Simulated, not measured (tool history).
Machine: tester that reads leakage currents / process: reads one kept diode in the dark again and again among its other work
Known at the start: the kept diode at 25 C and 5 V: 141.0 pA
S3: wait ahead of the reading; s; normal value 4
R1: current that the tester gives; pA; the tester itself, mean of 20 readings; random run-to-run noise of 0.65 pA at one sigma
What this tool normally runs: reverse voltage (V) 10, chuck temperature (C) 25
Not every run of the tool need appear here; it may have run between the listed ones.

Run 1, hour 0: usual settings. Result: R1 233.63 pA.
Run 2, hour 163.6: usual settings but chuck temperature (C) 37. Result: R1 544.79 pA.
Run 3, hour 318.8: usual settings but chuck temperature (C) 37. Result: R1 565.68 pA.
Run 4, hour 445.4: usual settings but chuck temperature (C) 37. Result: R1 578.44 pA.
At hour 466.2: probe card cleaned and baked.
At hour 529.2: chuck's temperature calibrated.
Run 5, hour 611.6: usual settings but chuck temperature (C) 37. Result: R1 499.9 pA.
Run 6, hour 802.7: usual settings but chuck temperature (C) 37. Result: R1 522.25 pA.
Run 7, hour 895: usual settings but chuck temperature (C) 37. Result: R1 534.52 pA.
Run 8, hour 1101.8: usual settings. Result: R1 245.09 pA.
At hour 1296.4: chuck's temperature calibrated.
Run 9, hour 1296.4: usual settings. Result: R1 211.42 pA.
Run 10, hour 1421.6: usual settings. Result: R1 218.15 pA.
Run 11, hour 1598.9: usual settings. Result: R1 229.17 pA.
Run 12, hour 1695.6: usual settings but S3 6.26 s. Result: R1 231.91 pA.
Run 13, hour 1856.9: usual settings but S3 6.26 s. Result: R1 243.42 pA.
Run 14, hour 1952.9: usual settings but S3 6.26 s. Result: R1 249.55 pA.
At hour 2070.5: chuck's temperature calibrated.
Run 15, hour 2151.3: usual settings but S3 6.26 s. Result: R1 220.17 pA.
Run 16, hour 2309.3: usual settings but chuck temperature (C) 44, S3 6.26 s. Result: R1 823.55 pA.
Run 17, hour 2520.6: usual settings but chuck temperature (C) 44, S3 6.26 s. Result: R1 850.64 pA.
Run 18, hour 2712.6: usual settings but chuck temperature (C) 44, S3 6.26 s. Result: R1 883.48 pA.
At hour 2848.5: chuck's temperature calibrated.
Run 19, hour 2909.4: usual settings but chuck temperature (C) 44, S3 6.26 s. Result: R1 790.78 pA.
Run 20, hour 3120.2: usual settings but chuck temperature (C) 44, S3 6.26 s. Result: R1 822.29 pA.
Run 21, hour 3289.1: usual settings but chuck temperature (C) 44, S3 6.26 s. Result: R1 853.01 pA.
Run 22, hour 3473.8: usual settings but reverse voltage (V) 1.7. Result: R1 85.63 pA.
Run 23, hour 3585.2: usual settings but reverse voltage (V) 1.7. Result: R1 88.2 pA.
At hour 3615.3: chuck's temperature calibrated.
Run 24, hour 3705.9: usual settings but chuck temperature (C) 30, S3 0.62 s. Result: R1 319.43 pA.
Run 25, hour 3829.9: usual settings but chuck temperature (C) 30, S3 0.62 s. Result: R1 328.75 pA.
At hour 3875.2: probe card cleaned and baked.
Run 26, hour 3919.9: usual settings but chuck temperature (C) 30, S3 0.62 s. Result: R1 329.86 pA.
Run 27, hour 4105.7: usual settings but reverse voltage (V) 3.5, chuck temperature (C) 41, S3 0.41 s. Result: R1 379.81 pA.
At hour 4214.2: tester calibrated.
Run 28, hour 4296.5: usual settings but reverse voltage (V) 3.5, chuck temperature (C) 41, S3 0.41 s. Result: R1 399.06 pA.
At hour 4392: chuck's temperature calibrated.
Run 29, hour 4426.3: usual settings but reverse voltage (V) 3.5, chuck temperature (C) 41, S3 0.41 s. Result: R1 346.61 pA.
Run 30, hour 4568.9: usual settings but reverse voltage (V) 3.5, chuck temperature (C) 41, S3 0.41 s. Result: R1 353.84 pA.
Run 31, hour 4773.8: usual settings but reverse voltage (V) 3.5, chuck temperature (C) 41, S3 0.41 s. Result: R1 369.37 pA.
Run 32, hour 4960.6: usual settings but reverse voltage (V) 3.5, chuck temperature (C) 41, S3 0.41 s. Result: R1 384.17 pA.
Run 33, hour 5052.9: usual settings but reverse voltage (V) 3.1, chuck temperature (C) 21, S3 3.19 s. Result: R1 92.49 pA.
Run 34, hour 5149.7: usual settings but reverse voltage (V) 11.7. Result: R1 279.68 pA.
At hour 5166.2: chuck's temperature calibrated.
Run 35, hour 5270.7: usual settings but reverse voltage (V) 11.7. Result: R1 245.4 pA.
Run 36, hour 5425.2: usual settings but reverse voltage (V) 1.6, chuck temperature (C) 37, S3 0.72 s. Result: R1 176.44 pA.
Run 37, hour 5595.4: usual settings but reverse voltage (V) 1.6, S3 3.02 s. Result: R1 79.83 pA.
Run 38, hour 5693.1: usual settings but reverse voltage (V) 1.6, S3 3.02 s. Result: R1 82.02 pA.
Run 39, hour 5903.8: usual settings but chuck temperature (C) 24, S3 0.93 s. Result: R1 245.65 pA.

4 options for the next run, each taken on its own from the tool as it stands now. Forecast them:
At hour 5938.4: chuck's temperature calibrated.
Run A, hour 6079.2: usual settings but reverse voltage (V) 8, chuck temperature (C) 37, S3 0.4 s. Result: R1 ?.
At hour 5938.4: chuck's temperature calibrated.
Run B, hour 6079.2: usual settings but chuck temperature (C) 60. Result: R1 ?.
At hour 5938.4: chuck's temperature calibrated.
Run C, hour 6079.2: usual settings but chuck temperature (C) 38, S3 0.7 s. Result: R1 ?.
At hour 5938.4: chuck's temperature calibrated.
Run D, hour 6079.2: usual settings but S3 3.03 s. Result: R1 ?.

run      R1
  A  446.88
  B  2120.2
  C  545.91
  D  223.19
With no hidden state in the tool, these same runs would have given:
run      R1
  A   434.8
  B  2077.7
  C  531.09
  D   214.9

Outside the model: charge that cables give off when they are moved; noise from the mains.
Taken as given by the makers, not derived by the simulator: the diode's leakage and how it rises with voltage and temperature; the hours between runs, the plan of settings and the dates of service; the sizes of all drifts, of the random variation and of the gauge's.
